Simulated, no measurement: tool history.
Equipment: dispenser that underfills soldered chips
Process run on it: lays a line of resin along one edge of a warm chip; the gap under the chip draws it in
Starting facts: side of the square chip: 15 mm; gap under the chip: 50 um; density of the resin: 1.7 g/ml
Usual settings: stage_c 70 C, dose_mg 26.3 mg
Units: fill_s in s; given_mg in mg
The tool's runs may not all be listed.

run 1 hour=0.0 | stage_c=70 dose_mg=26.3 | fill_s=151.5 given_mg=25.97
-- hour=8.4 new syringe of resin
run 2 hour=15.8 | stage_c=70 dose_mg=26.3 | fill_s=179.3 given_mg=25.76
-- hour=21.8 new syringe of resin
run 3 hour=28.8 | stage_c=70 dose_mg=26.3 | fill_s=170.5 given_mg=25.41
-- hour=35.8 new syringe of resin
run 4 hour=41.9 | stage_c=70 dose_mg=26.3 | fill_s=166.0 given_mg=25.44
-- hour=49.4 new syringe of resin
run 5 hour=52.3 | stage_c=70 dose_mg=26.3 | fill_s=145.6 given_mg=25.20
-- hour=58.8 dispensing valve cleaned and set on the balance
-- hour=64.4 new syringe of resin
run 6 hour=68.0 | stage_c=70 dose_mg=26.3 | fill_s=151.4 given_mg=26.15
-- hour=78.3 new syringe of resin
run 7 hour=82.6 | stage_c=65 dose_mg=26.3 | fill_s=184.5 given_mg=26.07
-- hour=92.3 new syringe of resin
run 8 hour=95.7 | stage_c=65 dose_mg=26.3 | fill_s=169.9 given_mg=25.65
-- hour=105.7 new syringe of resin
run 9 hour=112.4 | stage_c=65 dose_mg=26.3 | fill_s=196.4 given_mg=25.47
-- hour=118.6 new syringe of resin
run 10 hour=124.9 | stage_c=75 dose_mg=26.3 | fill_s=141.2 given_mg=25.51
-- hour=131.7 new syringe of resin
run 11 hour=139.6 | stage_c=60 dose_mg=26.3 | fill_s=254.2 given_mg=25.35
-- hour=145.2 new syringe of resin
run 12 hour=155.3 | stage_c=70 dose_mg=30.7 | fill_s=184.7 given_mg=29.44
-- hour=158.7 new syringe of resin
-- hour=164.3 dispensing valve cleaned and set on the balance
run 13 hour=170.3 | stage_c=70 dose_mg=30.7 | fill_s=190.2 given_mg=30.56
-- hour=173.1 new syringe of resin
run 14 hour=183.3 | stage_c=68 dose_mg=30.7 | fill_s=198.0 given_mg=30.48
-- hour=186.2 new syringe of resin
run 15 hour=191.1 | stage_c=63 dose_mg=31.7 | fill_s=190.1 given_mg=31.18
-- hour=199.4 new syringe of resin
run 16 hour=199.4 | stage_c=66 dose_mg=33.6 | fill_s=140.5 given_mg=33.25
-- hour=212.7 new syringe of resin
run 17 hour=214.8 | stage_c=61 dose_mg=22.5 | fill_s=199.6 given_mg=22.06
run 18 hour=223.4 | stage_c=80 dose_mg=27.5 | fill_s=134.5 given_mg=26.87
-- hour=226.3 new syringe of resin
run 19 hour=233.8 | stage_c=60 dose_mg=27.0 | fill_s=244.9 given_mg=26.06
-- hour=240.5 new syringe of resin
run 20 hour=242.7 | stage_c=78 dose_mg=24.4 | fill_s=108.4 given_mg=23.41
-- hour=254.3 new syringe of resin
run 21 hour=256.9 | stage_c=70 dose_mg=29.0 | fill_s=142.3 given_mg=27.61
-- hour=268.0 new syringe of resin
-- hour=269.7 dispensing valve cleaned and set on the balance
run 22 hour=271.2 | stage_c=73 dose_mg=27.7 | fill_s=115.2 given_mg=27.56

Predict the results of run 23:
-- hour=282.1 new syringe of resin
run 23 hour=284.1 | stage_c=73 dose_mg=23.9 | fill_s=? given_mg=?

fill_s: 123.4 s
given_mg: 23.67 mg
With the hidden condition absent and the run-to-run variation left alone, this run would have shown fill_s 122.3 s, given_mg 23.83 mg.
